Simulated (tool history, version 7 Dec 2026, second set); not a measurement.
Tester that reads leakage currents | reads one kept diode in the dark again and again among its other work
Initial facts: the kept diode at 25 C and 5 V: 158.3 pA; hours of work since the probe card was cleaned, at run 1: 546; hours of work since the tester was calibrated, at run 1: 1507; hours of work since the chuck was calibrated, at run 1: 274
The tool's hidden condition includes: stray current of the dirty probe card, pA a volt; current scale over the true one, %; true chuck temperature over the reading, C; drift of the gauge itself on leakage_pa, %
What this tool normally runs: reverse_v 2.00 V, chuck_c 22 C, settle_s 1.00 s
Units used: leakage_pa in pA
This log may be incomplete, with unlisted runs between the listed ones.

run,hour,reverse_v,chuck_c,settle_s,hours of work since the probe card was cleaned,hours of work since the tester was calibrated,hours of work since the chuck was calibrated,leakage_pa
1,0.0,2.00,22,1.00,546,1507,274,89.57
2,143.6,2.00,22,1.00,659,1620,387,90.14
3,207.5,2.00,22,3.54,709,1670,437,89.61
4,281.6,2.00,22,3.54,767,1728,495,89.74
5,403.6,2.00,22,3.54,862,1823,590,89.50
6,520.0,2.00,22,3.54,953,1915,681,90.27
7,601.6,2.21,22,1.00,1017,1978,745,93.37
8,750.6,2.00,22,1.00,1134,2095,862,89.20
9,857.3,2.00,22,4.45,1217,2179,945,89.39
10,982.4,2.00,22,1.00,1315,2277,1043,90.12
11,1067.9,2.00,37,1.00,1382,2344,1110,286.47
# hour 1080.8: tester calibrated
# hour 1161.1: chuck's temperature calibrated
12,1217.0,2.00,37,1.00,1496,105,44,284.47
13,1356.1,2.00,37,1.00,1605,214,153,284.91
14,1421.0,2.00,37,1.00,1656,265,203,284.25
15,1527.9,2.00,37,1.00,1739,348,287,286.78
16,1673.1,2.00,37,1.00,1853,462,401,285.24
17,1795.4,2.00,37,1.00,1949,558,497,286.09
18,1942.1,2.00,22,6.75,2064,673,611,89.65
19,2006.9,5.64,22,1.00,2114,723,662,131.25
20,2133.0,5.64,22,1.00,2213,822,761,131.08
21,2240.8,5.64,22,1.00,2297,907,845,131.38
22,2389.1,5.64,22,1.00,2414,1023,961,131.28
23,2487.3,5.64,55,1.00,2490,1100,1038,1446.63
24,2604.9,5.64,55,1.00,2583,1192,1130,1451.11
# hour 2673.4: chuck's temperature calibrated
25,2696.5,5.64,55,1.00,2653,1262,18,1444.98
26,2831.2,2.00,31,3.38,2758,1367,124,181.27
27,2964.5,2.00,31,3.38,2862,1472,228,181.63
28,3111.1,2.00,31,3.38,2977,1586,343,180.73
29,3240.8,8.53,38,6.99,3079,1688,444,517.66
30,3368.6,8.53,38,6.99,3179,1788,544,515.08
31,3479.9,8.53,28,4.51,3266,1875,631,244.09
32,3544.5,2.88,31,9.30,3317,1926,682,207.96
# hour 3657.2: probe card cleaned and baked
33,3664.8,2.88,41,2.18,6,2018,774,432.12
34,3800.8,19.68,41,1.07,112,2124,880,872.32
35,3921.1,19.68,41,1.07,207,2218,974,868.04
36,4047.9,1.57,28,1.07,306,2317,1074,133.50
# hour 4092.7: tester calibrated
37,4117.7,1.57,38,8.45,359,20,1127,281.74
# hour 4193.0: chuck's temperature calibrated
38,4255.3,1.57,38,8.45,465,126,49,281.80
39,4364.0,1.57,38,8.45,550,211,134,280.96

Consider 4 possible next runs. They are alternatives, not a sequence: every one starts from the tool as it was left by run 39. What does each give?
A,4434.1,9.12,21,0.52,605,266,189,?
B,4434.1,2.90,21,7.77,605,266,189,?
C,4434.1,3.44,44,9.85,605,266,189,?
D,4434.1,13.70,45,4.42,605,266,189,?

run,leakage_pa
A,146.16
B,94.39
C,571.70
D,1005.40
Had the tool no hidden state, the same runs would have come out as:
run,leakage_pa
A,146.08
B,94.34
C,571.47
D,1004.98

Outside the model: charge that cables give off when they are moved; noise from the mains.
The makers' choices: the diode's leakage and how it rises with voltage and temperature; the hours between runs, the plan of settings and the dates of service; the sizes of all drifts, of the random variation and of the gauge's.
